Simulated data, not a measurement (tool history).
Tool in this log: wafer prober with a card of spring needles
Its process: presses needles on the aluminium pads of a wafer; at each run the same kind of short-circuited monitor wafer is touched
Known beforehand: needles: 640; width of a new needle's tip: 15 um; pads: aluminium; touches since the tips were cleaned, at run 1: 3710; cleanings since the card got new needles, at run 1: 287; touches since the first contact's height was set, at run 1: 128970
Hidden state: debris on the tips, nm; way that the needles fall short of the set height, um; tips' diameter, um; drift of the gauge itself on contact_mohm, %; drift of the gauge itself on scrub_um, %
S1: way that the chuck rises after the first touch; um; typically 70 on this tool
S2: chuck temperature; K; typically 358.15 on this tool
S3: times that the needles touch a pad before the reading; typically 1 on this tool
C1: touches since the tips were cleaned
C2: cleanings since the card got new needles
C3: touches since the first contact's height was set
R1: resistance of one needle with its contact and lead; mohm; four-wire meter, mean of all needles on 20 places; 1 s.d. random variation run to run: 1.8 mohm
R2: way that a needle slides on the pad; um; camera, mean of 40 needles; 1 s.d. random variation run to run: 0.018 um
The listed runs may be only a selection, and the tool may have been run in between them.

run   hour  S1      S2  S3    C1   C2      C3   R1     R2
  1      0  70  358.15   1  3710  287  128970  181  10.72
       4.1  -- tips cleaned on abrasive film
      14.1  -- tips cleaned on abrasive film
      24.2  -- tips cleaned on abrasive film
      32.3  -- tips cleaned on abrasive film
      42.3  -- tips cleaned on abrasive film
  2   45.5  70  358.15   1  2163  292  159724  181  10.68
      51.5  -- tips cleaned on abrasive film
      61.6  -- tips cleaned on abrasive film
      71.7  -- tips cleaned on abrasive film
        72  -- height of the first contact set anew
        82  -- tips cleaned on abrasive film
      90.1  -- tips cleaned on abrasive film
     100.1  -- tips cleaned on abrasive film
     110.2  -- tips cleaned on abrasive film
     118.3  -- tips cleaned on abrasive film
  3    125  70  335.15   1  4625  300   35940  175  10.68
     127.1  -- tips cleaned on abrasive film
     137.2  -- tips cleaned on abrasive film
     147.2  -- tips cleaned on abrasive film
     157.3  -- tips cleaned on abrasive film
     167.3  -- tips cleaned on abrasive film
     177.4  -- tips cleaned on abrasive film
     187.4  -- tips cleaned on abrasive film
     197.5  -- tips cleaned on abrasive film
  4  201.1  70  358.15   1  2476  308   87430  180   10.7
     207.2  -- tips cleaned on abrasive film
     217.2  -- tips cleaned on abrasive film
     227.3  -- tips cleaned on abrasive film
     237.4  -- tips cleaned on abrasive film
     245.4  -- tips cleaned on abrasive film
     255.5  -- tips cleaned on abrasive film
     265.5  -- tips cleaned on abrasive film
  5  271.5  70  358.15   1  4099  315  135098  184  10.67
     273.6  -- tips cleaned on abrasive film
     283.7  -- tips cleaned on abrasive film
     293.7  -- tips cleaned on abrasive film
     303.8  -- tips cleaned on abrasive film
     311.8  -- tips cleaned on abrasive film
     320.9  -- tips cleaned on abrasive film
  6  320.9  70  358.15   1     0  321  168469  181  10.69
       331  -- tips cleaned on abrasive film
     335.3  -- height of the first contact set anew
     341.3  -- tips cleaned on abrasive film
     351.4  -- tips cleaned on abrasive film
     361.4  -- tips cleaned on abrasive film
     371.5  -- tips cleaned on abrasive film
     381.6  -- tips cleaned on abrasive film
     391.6  -- tips cleaned on abrasive film
     401.7  -- tips cleaned on abrasive film
  7  401.8  70  358.15   1    88  329   45018  179  10.69
     409.9  -- tips cleaned on abrasive film
     419.9  -- tips cleaned on abrasive film
       428  -- tips cleaned on abrasive film
       438  -- tips cleaned on abrasive film
     448.1  -- tips cleaned on abrasive film
     456.2  -- tips cleaned on abrasive film
  8  462.6  70  358.15   1  4392  335   86180  179  10.65
     464.7  -- tips cleaned on abrasive film
     472.7  -- tips cleaned on abrasive film
     482.8  -- tips cleaned on abrasive film
     492.9  -- tips cleaned on abrasive film
     500.9  -- tips cleaned on abrasive film
       511  -- tips cleaned on abrasive film
       519  -- tips cleaned on abrasive film
  9  524.5  70  358.15   1  3763  342  128067  180  10.66
     528.6  -- tips cleaned on abrasive film
     538.7  -- tips cleaned on abrasive film
     548.7  -- tips cleaned on abrasive film
     558.8  -- tips cleaned on abrasive film
     568.8  -- tips cleaned on abrasive film
     578.9  -- tips cleaned on abrasive film
       587  -- tips cleaned on abrasive film
 10  593.3  70  395.15   1  4352  349  174627  190  10.68
     595.4  -- tips cleaned on abrasive film
     597.7  -- height of the first contact set anew
     605.8  -- tips cleaned on abrasive film
     615.8  -- tips cleaned on abrasive film
     625.9  -- tips cleaned on abrasive film
     635.9  -- tips cleaned on abrasive film
       646  -- tips cleaned on abrasive film
 11  649.4  84  356.15   3  2309  355   34986  177  12.77
     655.5  -- tips cleaned on abrasive film
     665.5  -- tips cleaned on abrasive film
     675.6  -- tips cleaned on abrasive film
     685.6  -- tips cleaned on abrasive film
     695.7  -- tips cleaned on abrasive film
     705.7  -- tips cleaned on abrasive film
 12  709.7  84  331.15   2  2733  361   75842  173  12.77
     713.9  -- tips cleaned on abrasive film
     721.9  -- tips cleaned on abrasive film
       732  -- tips cleaned on abrasive film
     740.1  -- tips cleaned on abrasive film
     750.1  -- tips cleaned on abrasive film
     760.2  -- tips cleaned on abrasive film
     768.2  -- tips cleaned on abrasive film
     778.3  -- tips cleaned on abrasive film
     788.3  -- tips cleaned on abrasive film
 13  790.9  84  331.15   2  1773  370  130765  173  12.76
       797  -- tips cleaned on abrasive film
     807.1  -- tips cleaned on abrasive film
     817.1  -- tips cleaned on abrasive film
     827.2  -- tips cleaned on abrasive film
     837.2  -- tips cleaned on abrasive film
     845.3  -- tips cleaned on abrasive film
     855.4  -- tips cleaned on abrasive film
     859.6  -- height of the first contact set anew
     865.7  -- tips cleaned on abrasive film
 14  870.7  83  308.15   1  3379  378    7463  164  12.59
     874.7  -- tips cleaned on abrasive film
     884.8  -- tips cleaned on abrasive film
     894.8  -- tips cleaned on abrasive film
     906.8  -- card fitted with new needles
     914.9  -- tips cleaned on abrasive film
     924.3  -- tips cleaned on abrasive film
 15  924.3  70  331.15   2     0    2   11829  178  10.62

Forecast run 16:
     932.4  -- tips cleaned on abrasive film
     942.5  -- tips cleaned on abrasive film
     950.5  -- tips cleaned on abrasive film
     960.6  -- tips cleaned on abrasive film
     970.6  -- tips cleaned on abrasive film
     980.7  -- tips cleaned on abrasive film
     990.3  -- tips cleaned on abrasive film
 16  990.3  70  358.15   1   0   9  56434   ?   ?

R1: 182 mohm
R2: 10.6 um
On a tool with no hidden condition, and with the same random variation, this run would have come out at R1 182 mohm, R2 10.7 um.

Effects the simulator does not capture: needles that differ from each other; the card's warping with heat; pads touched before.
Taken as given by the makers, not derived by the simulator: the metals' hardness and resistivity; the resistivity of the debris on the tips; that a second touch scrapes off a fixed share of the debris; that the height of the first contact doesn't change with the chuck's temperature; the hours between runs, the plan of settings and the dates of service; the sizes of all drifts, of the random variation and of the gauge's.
